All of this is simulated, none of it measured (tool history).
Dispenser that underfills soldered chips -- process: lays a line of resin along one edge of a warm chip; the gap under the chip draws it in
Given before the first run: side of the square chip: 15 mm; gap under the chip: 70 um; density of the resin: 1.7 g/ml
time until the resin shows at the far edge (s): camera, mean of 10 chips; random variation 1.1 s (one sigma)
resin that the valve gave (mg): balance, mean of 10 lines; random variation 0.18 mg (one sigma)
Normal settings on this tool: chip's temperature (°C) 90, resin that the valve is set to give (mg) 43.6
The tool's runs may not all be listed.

run    day  chip's temperature (°C)  resin that the valve is set to give (mg)  time until the resin shows at the far edge (s)  resin that the valve gave (mg)
  1  0.000                       90                                      43.6                                           104.2                           42.57
  2  0.246                       90                                      53.9                                           133.3                           52.41
     0.275  -- new syringe of resin
  3  0.400                       90                                      53.9                                           113.1                           52.65
  4  0.512                       90                                      53.9                                           124.8                           51.97
     0.588  -- new syringe of resin
  5  0.750                       90                                      53.9                                           115.7                           52.09
     0.892  -- new syringe of resin
  6  0.896                       90                                      53.9                                           101.2                           51.71
  7  1.071                      100                                      45.1                                            92.4                           43.65
  8  1.175                      100                                      45.1                                           101.1                           43.56
     1.200  -- new syringe of resin
  9  1.375                      100                                      45.1                                            91.1                           43.18
     1.504  -- new syringe of resin
 10  1.646                      103                                      54.3                                            76.3                           52.32
     1.808  -- new syringe of resin
 11  1.842                      103                                      54.3                                            71.4                           52.14
 12  2.029                      103                                      39.4                                            86.6                           37.53

4 ways to go on from here, each from the tool as it stands after run 12. What would each give?
     2.121  -- new syringe of resin
  A  2.212                       75                                      52.3                                               ?                               ?
     2.121  -- new syringe of resin
  B  2.212                       85                                      54.3                                               ?                               ?
     2.121  -- new syringe of resin
  C  2.212                       91                                      49.1                                               ?                               ?
     2.121  -- new syringe of resin
  D  2.212                       90                                      47.1                                               ?                               ?

run  time until the resin shows at the far edge (s)  resin that the valve gave (mg)
  A                                           171.0                           49.75
  B                                           126.9                           51.75
  C                                           107.0                           46.32
  D                                           112.2                           44.40
The same runs, with their run-to-run variation unchanged, on a tool lacking any hidden condition would have given:
run  time until the resin shows at the far edge (s)  resin that the valve gave (mg)
  A                                           156.8                           52.32
  B                                           116.4                           54.42
  C                                            98.0                           48.71
  D                                           102.7                           46.69
